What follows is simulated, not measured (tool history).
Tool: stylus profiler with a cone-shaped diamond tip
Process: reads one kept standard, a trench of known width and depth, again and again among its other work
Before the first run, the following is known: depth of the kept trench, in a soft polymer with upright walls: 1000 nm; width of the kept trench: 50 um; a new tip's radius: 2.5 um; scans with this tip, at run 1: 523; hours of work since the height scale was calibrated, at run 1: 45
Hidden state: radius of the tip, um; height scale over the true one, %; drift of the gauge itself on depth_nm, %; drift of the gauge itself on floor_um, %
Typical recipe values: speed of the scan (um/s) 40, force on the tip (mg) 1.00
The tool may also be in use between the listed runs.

| run | hour | speed of the scan (um/s) | force on the tip (mg) | scans with this tip | hours of work since the height scale was calibrated | depth of the trench (angstrom) | width of the trench's floor (nm) |
|---|---|---|---|---|---|---|---|
| 1 | 0.0 | 40 | 1.00 | 523 | 45 | 10082.4 | 45500 |
| 2 | 37.6 | 40 | 1.00 | 825 | 72 | 10080.7 | 45390 |
| 3 | 70.2 | 40 | 1.00 | 1088 | 94 | 10083.4 | 45300 |
| 4 | 105.9 | 40 | 1.00 | 1375 | 119 | 10079.8 | 45170 |
| 5 | 133.0 | 40 | 0.55 | 1593 | 138 | 10054.4 | 44960 |
| 6 | 162.7 | 10 | 0.55 | 1832 | 159 | 10053.1 | 45100 |
| 7 | 195.1 | 40 | 1.00 | 2093 | 181 | 10081.5 | 44840 |
| 8 | 232.9 | 40 | 1.00 | 2396 | 208 | 10082.2 | 44770 |
| 9 | 252.4 | 40 | 1.35 | 2554 | 221 | 10101.3 | 44660 |
| 10 | 268.7 | 40 | 1.00 | 2685 | 233 | 10083.8 | 44620 |
| 11 | 295.2 | 40 | 1.00 | 2898 | 251 | 10083.8 | 44600 |
| 12 | 322.7 | 33 | 1.00 | 3119 | 270 | 10085.5 | 44510 |
| 13 | 348.2 | 33 | 1.00 | 3325 | 288 | 10085.3 | 44440 |
| 14 | 387.0 | 33 | 1.00 | 3636 | 315 | 10084.2 | 44300 |
| 15 | 412.3 | 33 | 1.00 | 3840 | 333 | 10083.8 | 44250 |
| 16 | 430.9 | 40 | 1.58 | 3989 | 346 | 10113.2 | 44190 |
| 17 | 457.6 | 20 | 1.00 | 4205 | 364 | 10085.5 | 44160 |
| 18 | 477.4 | 20 | 1.00 | 4364 | 378 | 10093.6 | 44160 |
| 19 | 493.0 | 23 | 1.00 | 4489 | 389 | 10090.2 | 44130 |
| 20 | 531.0 | 23 | 1.00 | 4795 | 416 | 10091.8 | 43930 |
| 21 | 546.9 | 23 | 1.00 | 4923 | 427 | 10086.8 | 43970 |
| 22 | 584.7 | 23 | 1.00 | 5226 | 453 | 10088.4 | 43830 |
| 23 | 616.2 | 40 | 0.63 | 5480 | 475 | 10072.4 | 43540 |
| 24 | 634.4 | 159 | 0.37 | 5626 | 488 | 10048.8 | 42130 |
| 25 | 668.4 | 13 | 0.42 | 5900 | 511 | 10054.4 | 43670 |
| 26 | 696.6 | 103 | 2.35 | 6127 | 531 | 10153.8 | 43290 |
| 27 | 731.4 | 103 | 2.35 | 6407 | 555 | 10151.1 | 43180 |
| 28 | 763.4 | 103 | 2.35 | 6664 | 578 | 10157.7 | 43090 |
| 29 | 781.7 | 103 | 2.35 | 6812 | 590 | 10158.8 | 43070 |
| 30 | 808.1 | 110 | 1.13 | 7024 | 609 | 10102.2 | 42710 |
| 31 | 846.3 | 40 | 1.68 | 7331 | 636 | 10130.3 | 43170 |
| 32 | 867.9 | 40 | 1.68 | 7505 | 651 | 10131.8 | 43070 |
| 33 | 889.6 | 38 | 1.65 | 7680 | 666 | 10126.0 | 43040 |
| 34 | 906.6 | 25 | 0.42 | 7817 | 678 | 10063.0 | 42910 |
| 35 | 940.1 | 25 | 0.42 | 8086 | 701 | 10062.2 | 42880 |
| 36 | 962.5 | 12 | 2.76 | 8266 | 717 | 10175.3 | 43060 |
| 37 | 978.4 | 17 | 2.31 | 8394 | 728 | 10160.2 | 42990 |

For each run, the measured value with the value that run would have given without the tool's hidden condition subtracted. The run-to-run variation is shared by both, the gauge scatter possibly not:
| run | depth of the trench (angstrom) | width of the trench's floor (nm) |
|---|---|---|
| 1 | -3.5 | -230 |
| 2 | -2.7 | -370 |
| 3 | -2.1 | -480 |
| 4 | -1.3 | -610 |
| 5 | -0.8 | -700 |
| 6 | -0.2 | -790 |
| 7 | +0.6 | -890 |
| 8 | +1.3 | -1010 |
| 9 | +1.7 | -1060 |
| 10 | +1.9 | -1120 |
| 11 | +2.6 | -1190 |
| 12 | +3.2 | -1290 |
| 13 | +3.6 | -1360 |
| 14 | +4.4 | -1470 |
| 15 | +4.9 | -1540 |
| 16 | +5.3 | -1590 |
| 17 | +5.8 | -1670 |
| 18 | +6.2 | -1710 |
| 19 | +6.5 | -1750 |
| 20 | +7.3 | -1870 |
| 21 | +7.6 | -1920 |
| 22 | +8.4 | -2010 |
| 23 | +9.1 | -2100 |
| 24 | +9.4 | -2140 |
| 25 | +10.1 | -2220 |
| 26 | +10.8 | -2300 |
| 27 | +11.4 | -2370 |
| 28 | +12.1 | -2450 |
| 29 | +12.5 | -2500 |
| 30 | +13.0 | -2560 |
| 31 | +13.8 | -2640 |
| 32 | +14.2 | -2690 |
| 33 | +14.6 | -2740 |
| 34 | +14.8 | -2790 |
| 35 | +15.5 | -2870 |
| 36 | +16.1 | -2920 |
| 37 | +16.5 | -2950 |
